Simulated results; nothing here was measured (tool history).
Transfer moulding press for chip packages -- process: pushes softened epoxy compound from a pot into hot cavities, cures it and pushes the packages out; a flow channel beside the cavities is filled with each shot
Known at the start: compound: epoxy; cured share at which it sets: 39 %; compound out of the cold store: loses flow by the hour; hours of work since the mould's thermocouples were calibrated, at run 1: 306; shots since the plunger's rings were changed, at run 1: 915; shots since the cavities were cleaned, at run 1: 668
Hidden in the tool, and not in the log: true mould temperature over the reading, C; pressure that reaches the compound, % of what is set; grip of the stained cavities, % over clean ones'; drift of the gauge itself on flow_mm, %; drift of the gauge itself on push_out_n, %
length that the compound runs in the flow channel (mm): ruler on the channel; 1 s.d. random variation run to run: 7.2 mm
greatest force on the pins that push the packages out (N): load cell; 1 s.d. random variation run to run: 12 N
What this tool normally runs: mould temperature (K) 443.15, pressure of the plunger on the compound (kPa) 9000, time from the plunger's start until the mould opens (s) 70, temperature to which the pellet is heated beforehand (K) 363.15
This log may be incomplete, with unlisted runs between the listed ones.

run,hour,mould temperature (K),pressure of the plunger on the compound (kPa),time from the plunger's start until the mould opens (s),temperature to which the pellet is heated beforehand (K),hours of work since the mould's thermocouples were calibrated,shots since the plunger's rings were changed,shots since the cavities were cleaned,incoming compound's hours out of the cold store,length that the compound runs in the flow channel (mm),greatest force on the pins that push the packages out (N)
1,0,443.15,9000,70,363.15,306,915,668,30.8,732,547
# hour 22.4: cavities cleaned with cleaning compound and waxed
2,67.4,443.15,9000,70,363.15,354,2019,755,11.1,804,559
# hour 83.4: cavities cleaned with cleaning compound and waxed
3,113.4,446.15,9000,70,363.15,387,2764,502,28.4,737,494
# hour 146.8: cavities cleaned with cleaning compound and waxed
4,185.4,446.15,9000,70,363.15,438,3944,647,18.5,759,515
# hour 208: cavities cleaned with cleaning compound and waxed
5,218.6,443.15,8040,70,363.15,461,4475,178,17.7,731,527
# hour 272.3: cavities cleaned with cleaning compound and waxed
6,273.8,443.15,8040,70,363.15,500,5374,24,20.5,738,569
# hour 297: plunger's sealing rings changed
7,308,443.15,6900,92,363.15,523,184,555,9.6,699,444
# hour 336.3: cavities cleaned with cleaning compound and waxed
8,338,443.15,6900,92,363.15,544,662,29,46.9,601,423
9,375.6,445.15,6900,62,368.15,571,1292,659,43.8,603,582
# hour 400.7: cavities cleaned with cleaning compound and waxed
10,438,445.15,6900,62,368.15,615,2311,624,47.4,595,579
# hour 462.9: cavities cleaned with cleaning compound and waxed
11,488.3,445.15,6900,62,368.15,651,3129,426,12.5,703,650

Branching from run 11: 3 alternative next runs. What would each branch give?
# hour 516: mould's thermocouples calibrated
# hour 528.1: cavities cleaned with cleaning compound and waxed
A,531.4,439.15,9000,70,370.15,10,3792,55,47.4,?,?
# hour 516: mould's thermocouples calibrated
# hour 528.1: cavities cleaned with cleaning compound and waxed
B,531.4,448.15,7750,62,364.15,10,3792,55,26.6,?,?
# hour 516: mould's thermocouples calibrated
# hour 528.1: cavities cleaned with cleaning compound and waxed
C,531.4,443.15,8990,70,368.15,10,3792,55,34.4,?,?

run,length that the compound runs in the flow channel (mm),greatest force on the pins that push the packages out (N)
A,688,599
B,678,540
C,708,540
Had the tool no hidden state, the same runs would have come out as:
run,length that the compound runs in the flow channel (mm),greatest force on the pins that push the packages out (N)
A,689,599
B,678,540
C,709,540
